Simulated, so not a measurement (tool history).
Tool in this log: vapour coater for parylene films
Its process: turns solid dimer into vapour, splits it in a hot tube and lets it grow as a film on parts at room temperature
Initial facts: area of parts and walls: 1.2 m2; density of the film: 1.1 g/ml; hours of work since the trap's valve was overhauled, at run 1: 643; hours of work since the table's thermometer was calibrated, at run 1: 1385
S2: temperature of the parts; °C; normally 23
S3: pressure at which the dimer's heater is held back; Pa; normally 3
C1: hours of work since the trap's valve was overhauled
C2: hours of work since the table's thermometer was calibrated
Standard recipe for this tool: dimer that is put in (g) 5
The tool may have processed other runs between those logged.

Run 1, hour 0: usual settings; C1 643; C2 1385. Result: thickness of the film (um) 2.29.
Run 2, hour 33.7: usual settings but dimer that is put in (g) 7; C1 657; C2 1399. Result: thickness of the film (um) 3.16.
Run 3, hour 111: usual settings but dimer that is put in (g) 7; C1 689; C2 1431. Result: thickness of the film (um) 3.27.
At hour 122.4: trap's valve overhauled.
Run 4, hour 178.5: usual settings but dimer that is put in (g) 7; C1 24; C2 1458. Result: thickness of the film (um) 3.45.
At hour 185.7: table's thermometer calibrated.
Run 5, hour 251.9: usual settings but dimer that is put in (g) 2; C1 54; C2 28. Result: thickness of the film (um) 0.98.
Run 6, hour 311.8: usual settings but dimer that is put in (g) 2; C1 79; C2 53. Result: thickness of the film (um) 1.01.
Run 7, hour 379.1: usual settings but S2 16 °C; C1 107; C2 81. Result: thickness of the film (um) 2.82.
Run 8, hour 434.2: usual settings but dimer that is put in (g) 4, S2 17 °C, S3 10.4 Pa; C1 130; C2 104. Result: thickness of the film (um) 1.8.
Run 9, hour 501.5: usual settings but dimer that is put in (g) 4, S2 29 °C, S3 10.4 Pa; C1 158; C2 132. Result: thickness of the film (um) 1.44.
Run 10, hour 559.5: usual settings but dimer that is put in (g) 4, S2 29 °C, S3 10.4 Pa; C1 183; C2 157. Result: thickness of the film (um) 1.46.
Run 11, hour 619.7: usual settings but dimer that is put in (g) 4, S2 29 °C, S3 10.4 Pa; C1 208; C2 182. Result: thickness of the film (um) 1.48.
At hour 634: table's thermometer calibrated, once more.
Run 12, hour 697.1: usual settings but dimer that is put in (g) 3, S2 27 °C, S3 6.2 Pa; C1 240; C2 26. Result: thickness of the film (um) 1.24.
Run 13, hour 760.2: usual settings but dimer that is put in (g) 7, S2 22 °C, S3 2.97 Pa; C1 266; C2 53. Result: thickness of the film (um) 3.51.

Each row is a separate what-if for the run after 13, all from the same tool condition, not one after another. Results?
Run A, hour 838.5: usual settings but dimer that is put in (g) 2; C1 299; C2 86. Result: thickness of the film (um) ?.
Run B, hour 838.5: usual settings but dimer that is put in (g) 8, S2 17 °C; C1 299; C2 86. Result: thickness of the film (um) ?.
Run C, hour 838.5: usual settings but S3 4.79 Pa; C1 299; C2 86. Result: thickness of the film (um) ?.
Run D, hour 838.5: usual settings but S2 18 °C, S3 3.97 Pa; C1 299; C2 86. Result: thickness of the film (um) ?.
Run E, hour 838.5: usual settings but dimer that is put in (g) 3, S2 29 °C, S3 8.15 Pa; C1 299; C2 86. Result: thickness of the film (um) ?.

run  thickness of the film (um)
  A                        0.95
  B                        4.32
  C                         2.3
  D                        2.57
  E                        1.12
Take away the tool's hidden state, keep each run's random variation, and the runs would have read:
run  thickness of the film (um)
  A                           1
  B                        4.52
  C                         2.4
  D                        2.69
  E                        1.17

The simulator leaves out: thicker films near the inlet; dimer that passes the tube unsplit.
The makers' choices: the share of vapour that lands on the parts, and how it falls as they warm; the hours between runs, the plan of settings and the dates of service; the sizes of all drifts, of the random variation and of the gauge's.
